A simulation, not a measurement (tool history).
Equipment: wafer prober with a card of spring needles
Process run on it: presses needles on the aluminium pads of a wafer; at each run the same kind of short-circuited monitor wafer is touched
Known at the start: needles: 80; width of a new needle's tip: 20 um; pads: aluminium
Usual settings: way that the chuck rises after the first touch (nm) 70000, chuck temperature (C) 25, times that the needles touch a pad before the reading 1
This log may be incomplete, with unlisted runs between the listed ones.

run    hour  way that the chuck rises after the first touch (nm)  chuck temperature (C)  times that the needles touch a pad before the reading  resistance of one needle with its contact and lead (mohm)  way that a needle slides on the pad (nm)
  1     0.0                                                70000                     25                                                      1                                                        216                                     18220
       13.4  -- tips cleaned on abrasive film
       26.7  -- tips cleaned on abrasive film
       40.1  -- tips cleaned on abrasive film
       56.7  -- tips cleaned on abrasive film
  2    67.9                                                70000                     25                                                      1                                                        212                                     18260
       71.3  -- tips cleaned on abrasive film
       84.7  -- tips cleaned on abrasive film
      101.4  -- tips cleaned on abrasive film
      118.0  -- tips cleaned on abrasive film
      134.7  -- tips cleaned on abrasive film
      148.1  -- tips cleaned on abrasive film
  3   152.1                                                70000                     25                                                      1                                                        214                                     18240
      162.2  -- tips cleaned on abrasive film
      178.8  -- tips cleaned on abrasive film
      195.5  -- tips cleaned on abrasive film
      208.9  -- tips cleaned on abrasive film
      212.5  -- height of the first contact set anew
      225.8  -- tips cleaned on abrasive film
      239.2  -- tips cleaned on abrasive film
  4   249.3                                                70000                     25                                                      1                                                        214                                     18230
      252.8  -- tips cleaned on abrasive film
      266.1  -- tips cleaned on abrasive film
      279.5  -- tips cleaned on abrasive film
      292.8  -- tips cleaned on abrasive film
      309.5  -- tips cleaned on abrasive film
      322.9  -- tips cleaned on abrasive film
  5   331.6                                                70000                     25                                                      1                                                        217                                     18200
      338.3  -- tips cleaned on abrasive film
      355.0  -- tips cleaned on abrasive film
      371.6  -- tips cleaned on abrasive film
  6   376.4                                                70000                     25                                                      1                                                        213                                     18260
      386.4  -- tips cleaned on abrasive film
      399.8  -- tips cleaned on abrasive film
      416.5  -- tips cleaned on abrasive film
      433.1  -- tips cleaned on abrasive film
      449.8  -- tips cleaned on abrasive film
  7   458.2                                                70000                     29                                                      1                                                        216                                     18290
      464.9  -- tips cleaned on abrasive film
      478.2  -- tips cleaned on abrasive film
      494.9  -- tips cleaned on abrasive film
      511.6  -- tips cleaned on abrasive film
      524.9  -- tips cleaned on abrasive film
  8   532.8                                                70000                     72                                                      1                                                        223                                     18200
      539.5  -- tips cleaned on abrasive film
      556.2  -- tips cleaned on abrasive film
      572.9  -- tips cleaned on abrasive film
      586.2  -- tips cleaned on abrasive film
      599.6  -- tips cleaned on abrasive film
  9   610.5                                                70000                     72                                                      1                                                        224                                     18190
      613.9  -- tips cleaned on abrasive film
      617.5  -- height of the first contact set anew
      627.6  -- tips cleaned on abrasive film
      644.2  -- tips cleaned on abrasive film
      660.9  -- tips cleaned on abrasive film
      674.3  -- tips cleaned on abrasive film
      686.3  -- card fitted with new needles
 10   696.6                                                70000                     72                                                      1                                                        225                                     18250
      700.0  -- tips cleaned on abrasive film
      713.4  -- tips cleaned on abrasive film
      730.0  -- tips cleaned on abrasive film
      743.4  -- tips cleaned on abrasive film
      759.7  -- tips cleaned on abrasive film
 11   759.7                                                70000                     25                                                      3                                                        211                                     18190
      776.4  -- tips cleaned on abrasive film
      793.0  -- tips cleaned on abrasive film
      806.4  -- tips cleaned on abrasive film
 12   806.9                                                70000                     25                                                      3                                                        214                                     18230
      820.2  -- tips cleaned on abrasive film
      836.9  -- tips cleaned on abrasive film
      850.3  -- tips cleaned on abrasive film
      866.9  -- tips cleaned on abrasive film
      880.3  -- tips cleaned on abrasive film
      897.0  -- tips cleaned on abrasive film
 13   902.7                                                66000                     92                                                      2                                                        236                                     17220
      912.8  -- tips cleaned on abrasive film
      926.1  -- tips cleaned on abrasive film
      942.8  -- tips cleaned on abrasive film
      959.5  -- tips cleaned on abrasive film
      972.8  -- tips cleaned on abrasive film
      986.2  -- tips cleaned on abrasive film
 14   998.8                                                70000                     25                                                      3                                                        212                                     18280
     1002.2  -- tips cleaned on abrasive film
     1018.9  -- tips cleaned on abrasive film
     1035.6  -- tips cleaned on abrasive film
     1048.9  -- tips cleaned on abrasive film
 15  1052.1                                                53000                     32                                                      3                                                        219                                     13800
     1065.4  -- tips cleaned on abrasive film
     1078.8  -- tips cleaned on abrasive film
     1092.3  -- height of the first contact set anew
     1095.8  -- tips cleaned on abrasive film
     1109.1  -- tips cleaned on abrasive film
     1125.8  -- tips cleaned on abrasive film
     1142.5  -- tips cleaned on abrasive film
 16  1149.2                                                53000                     32                                                      3                                                        219                                     13860
     1156.0  -- tips cleaned on abrasive film
     1172.6  -- tips cleaned on abrasive film
     1189.3  -- tips cleaned on abrasive film
     1202.7  -- tips cleaned on abrasive film
     1216.0  -- tips cleaned on abrasive film
 17  1221.5                                                53000                     32                                                      3                                                        221                                     13780
     1231.5  -- tips cleaned on abrasive film
     1248.2  -- tips cleaned on abrasive film
     1261.5  -- tips cleaned on abrasive film
     1274.9  -- tips cleaned on abrasive film
 18  1282.4                                                53000                     32                                                      3                                                        222                                     13800
     1289.2  -- tips cleaned on abrasive film
     1302.5  -- tips cleaned on abrasive film
     1319.2  -- tips cleaned on abrasive film
 19  1326.2                                                58000                     32                                                      3                                                        218                                     15130
     1333.0  -- tips cleaned on abrasive film
     1349.6  -- tips cleaned on abrasive film
     1366.3  -- tips cleaned on abrasive film
     1383.0  -- tips cleaned on abrasive film
     1398.5  -- tips cleaned on abrasive film
 20  1398.5                                                70000                     37                                                      1                                                        217                                     18240
     1415.2  -- tips cleaned on abrasive film
     1431.8  -- tips cleaned on abrasive film
     1448.5  -- tips cleaned on abrasive film
     1465.2  -- tips cleaned on abrasive film
     1481.9  -- tips cleaned on abrasive film
 21  1482.6                                                70000                     37                                                      1                                                        218                                     18200
     1495.9  -- tips cleaned on abrasive film
     1496.2  -- height of the first contact set anew
     1512.9  -- tips cleaned on abrasive film
 22  1526.1                                                75000                     98                                                      1                                                        231                                     19470

4 options for the next run, each taken on its own from the tool as it stands now. Forecast them:
     1529.5  -- tips cleaned on abrasive film
     1542.9  -- tips cleaned on abrasive film
     1559.5  -- tips cleaned on abrasive film
     1572.9  -- tips cleaned on abrasive film
  A  1583.5                                                87000                     25                                                      1                                                          ?                                         ?
     1529.5  -- tips cleaned on abrasive film
     1542.9  -- tips cleaned on abrasive film
     1559.5  -- tips cleaned on abrasive film
     1572.9  -- tips cleaned on abrasive film
  B  1583.5                                                75000                     98                                                      1                                                          ?                                         ?
     1529.5  -- tips cleaned on abrasive film
     1542.9  -- tips cleaned on abrasive film
     1559.5  -- tips cleaned on abrasive film
     1572.9  -- tips cleaned on abrasive film
  C  1583.5                                                84000                    108                                                      1                                                          ?                                         ?
     1529.5  -- tips cleaned on abrasive film
     1542.9  -- tips cleaned on abrasive film
     1559.5  -- tips cleaned on abrasive film
     1572.9  -- tips cleaned on abrasive film
  D  1583.5                                                75000                     52                                                      2                                                          ?                                         ?

run  resistance of one needle with its contact and lead (mohm)  way that a needle slides on the pad (nm)
  A                                                        209                                     22690
  B                                                        231                                     19510
  C                                                        235                                     21930
  D                                                        217                                     19560
What these runs would have given with no unlogged condition in the tool:
run  resistance of one needle with its contact and lead (mohm)  way that a needle slides on the pad (nm)
  A                                                        209                                     22690
  B                                                        231                                     19510
  C                                                        234                                     21930
  D                                                        217                                     19560
